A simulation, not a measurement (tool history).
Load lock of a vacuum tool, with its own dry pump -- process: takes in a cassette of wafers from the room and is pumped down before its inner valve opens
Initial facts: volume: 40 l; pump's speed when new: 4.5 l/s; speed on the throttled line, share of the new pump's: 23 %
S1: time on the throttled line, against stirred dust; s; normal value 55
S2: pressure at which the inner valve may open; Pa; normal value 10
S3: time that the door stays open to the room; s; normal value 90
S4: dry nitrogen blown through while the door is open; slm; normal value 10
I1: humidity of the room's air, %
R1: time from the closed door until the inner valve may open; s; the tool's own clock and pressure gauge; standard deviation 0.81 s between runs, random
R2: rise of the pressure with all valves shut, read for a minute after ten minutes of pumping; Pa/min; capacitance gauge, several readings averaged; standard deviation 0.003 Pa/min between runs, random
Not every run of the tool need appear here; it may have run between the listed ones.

{"run": 1, "hour": 0.0, "S1": 55, "S2": 10, "S3": 90, "S4": 10, "I1": 44.1, "R1": 133.1, "R2": 0.095}
{"run": 2, "hour": 289.7, "S1": 55, "S2": 10, "S3": 90, "S4": 10, "I1": 43.8, "R1": 131.8, "R2": 0.097}
{"run": 3, "hour": 560.1, "S1": 55, "S2": 10, "S3": 90, "S4": 10, "I1": 49.3, "R1": 134.3, "R2": 0.107}
{"run": 4, "hour": 995.0, "S1": 55, "S2": 10, "S3": 90, "S4": 10, "I1": 44.0, "R1": 131.5, "R2": 0.104}
{"run": 5, "hour": 1306.8, "S1": 55, "S2": 10, "S3": 90, "S4": 10, "I1": 48.0, "R1": 135.4, "R2": 0.115}
{"run": 6, "hour": 1694.4, "S1": 55, "S2": 10, "S3": 90, "S4": 10, "I1": 47.8, "R1": 133.6, "R2": 0.112}
{"run": 7, "hour": 2228.3, "S1": 55, "S2": 10, "S3": 90, "S4": 10, "I1": 50.3, "R1": 134.6, "R2": 0.125}
{"run": 8, "hour": 2601.6, "S1": 55, "S2": 10, "S3": 90, "S4": 9, "I1": 45.0, "R1": 135.0, "R2": 0.126}
{"run": 9, "hour": 3154.8, "S1": 55, "S2": 10, "S3": 90, "S4": 9, "I1": 45.9, "R1": 134.8, "R2": 0.134}
{"run": 10, "hour": 3646.3, "S1": 55, "S2": 10, "S3": 90, "S4": 9, "I1": 41.1, "R1": 134.7, "R2": 0.129}
{"run": 11, "hour": 4145.1, "S1": 55, "S2": 10, "S3": 90, "S4": 9, "I1": 47.4, "R1": 135.4, "R2": 0.144}
{"run": 12, "hour": 4535.1, "S1": 55, "S2": 10, "S3": 90, "S4": 9, "I1": 43.4, "R1": 135.2, "R2": 0.142}
{"run": 13, "hour": 4862.6, "S1": 55, "S2": 10, "S3": 90, "S4": 9, "I1": 46.4, "R1": 136.5, "R2": 0.152}
{"run": 14, "hour": 5136.0, "S1": 55, "S2": 10, "S3": 90, "S4": 9, "I1": 43.3, "R1": 135.0, "R2": 0.16}
{"run": 15, "hour": 5531.6, "S1": 55, "S2": 10, "S3": 90, "S4": 9, "I1": 42.5, "R1": 138.1, "R2": 0.156}
{"run": 16, "hour": 5991.6, "S1": 55, "S2": 10, "S3": 90, "S4": 9, "I1": 44.1, "R1": 138.4, "R2": 0.161}
{"run": 17, "hour": 6562.7, "S1": 55, "S2": 10, "S3": 90, "S4": 9, "I1": 39.7, "R1": 139.5, "R2": 0.167}
{"run": 18, "hour": 6928.7, "S1": 55, "S2": 10, "S3": 90, "S4": 9, "I1": 42.5, "R1": 140.8, "R2": 0.175}
{"run": 19, "hour": 7304.6, "S1": 55, "S2": 10, "S3": 90, "S4": 9, "I1": 41.9, "R1": 139.6, "R2": 0.185}
{"run": 20, "hour": 7771.1, "S1": 55, "S2": 10, "S3": 90, "S4": 9, "I1": 45.1, "R1": 141.1, "R2": 0.189}
{"run": 21, "hour": 8306.2, "S1": 55, "S2": 10, "S3": 90, "S4": 9, "I1": 42.8, "R1": 139.4, "R2": 0.205}
{"run": 22, "hour": 8629.8, "S1": 55, "S2": 10, "S3": 90, "S4": 9, "I1": 40.9, "R1": 140.9, "R2": 0.202}
{"run": 23, "hour": 9201.9, "S1": 55, "S2": 10, "S3": 90, "S4": 9, "I1": 42.9, "R1": 140.9, "R2": 0.208}
{"run": 24, "hour": 9718.4, "S1": 39, "S2": 10, "S3": 90, "S4": 15, "I1": 42.1, "R1": 131.8, "R2": 0.208}
{"hour": 9873.9, "done": "dry pump taken out, an overhauled one fitted"}
{"run": 25, "hour": 10237.2, "S1": 67, "S2": 9, "S3": 44, "S4": 23, "I1": 41.2, "R1": 137.5, "R2": 0.198}
{"run": 26, "hour": 10699.9, "S1": 40, "S2": 9, "S3": 36, "S4": 42, "I1": 46.2, "R1": 115.5, "R2": 0.204}
{"run": 27, "hour": 11261.2, "S1": 40, "S2": 9, "S3": 36, "S4": 42, "I1": 43.4, "R1": 117.8, "R2": 0.216}
{"run": 28, "hour": 11649.8, "S1": 55, "S2": 10, "S3": 30, "S4": 10, "I1": 40.9, "R1": 127.0, "R2": 0.229}
{"run": 29, "hour": 12149.5, "S1": 55, "S2": 10, "S3": 30, "S4": 10, "I1": 44.4, "R1": 127.3, "R2": 0.235}
{"run": 30, "hour": 12710.7, "S1": 67, "S2": 10, "S3": 30, "S4": 41, "I1": 44.3, "R1": 137.8, "R2": 0.243}
{"run": 31, "hour": 13273.6, "S1": 67, "S2": 10, "S3": 30, "S4": 41, "I1": 43.2, "R1": 135.8, "R2": 0.254}
{"run": 32, "hour": 13736.2, "S1": 67, "S2": 10, "S3": 30, "S4": 41, "I1": 42.5, "R1": 136.7, "R2": 0.256}
{"run": 33, "hour": 14112.1, "S1": 54, "S2": 16, "S3": 100, "S4": 5, "I1": 45.2, "R1": 123.5, "R2": 0.312}
{"run": 34, "hour": 14553.2, "S1": 36, "S2": 16, "S3": 100, "S4": 5, "I1": 47.1, "R1": 108.8, "R2": 0.321}
{"run": 35, "hour": 15094.4, "S1": 54, "S2": 10, "S3": 146, "S4": 10, "I1": 46.5, "R1": 129.2, "R2": 0.341}
{"run": 36, "hour": 15669.4, "S1": 54, "S2": 10, "S3": 146, "S4": 10, "I1": 47.7, "R1": 129.2, "R2": 0.357}

Same runs, no hidden state in the tool, same run-to-run variation:
What the log doesn't record here: pump's speed, % of a new pump's; leak at the door's seal, Pa l/s; drift of the gauge itself on ready_s, %; drift of the gauge itself on rise_pa_min, %.
run=1 R1=126.3 R2=0.046
run=2 R1=124.8 R2=0.045
run=3 R1=126.9 R2=0.053
run=4 R1=123.9 R2=0.045
run=5 R1=127.3 R2=0.052
run=6 R1=125.4 R2=0.048
run=7 R1=125.8 R2=0.053
run=8 R1=125.9 R2=0.050
run=9 R1=125.2 R2=0.051
run=10 R1=124.6 R2=0.042
run=11 R1=124.9 R2=0.050
run=12 R1=124.4 R2=0.044
run=13 R1=125.3 R2=0.049
run=14 R1=123.6 R2=0.052
run=15 R1=126.1 R2=0.044
run=16 R1=125.9 R2=0.045
run=17 R1=126.4 R2=0.043
run=18 R1=127.2 R2=0.043
run=19 R1=125.8 R2=0.045
run=20 R1=126.8 R2=0.045
run=21 R1=124.6 R2=0.050
run=22 R1=125.8 R2=0.045
run=23 R1=125.2 R2=0.041
run=24 R1=114.2 R2=0.034
run=25 R1=137.2 R2=0.017
run=26 R1=114.9 R2=0.014
run=27 R1=116.7 R2=0.014
run=28 R1=125.7 R2=0.022
run=29 R1=125.6 R2=0.018
run=30 R1=135.5 R2=0.014
run=31 R1=133.2 R2=0.017
run=32 R1=133.7 R2=0.009
run=33 R1=120.4 R2=0.056
run=34 R1=105.2 R2=0.058
run=35 R1=125.1 R2=0.066
run=36 R1=124.4 R2=0.069
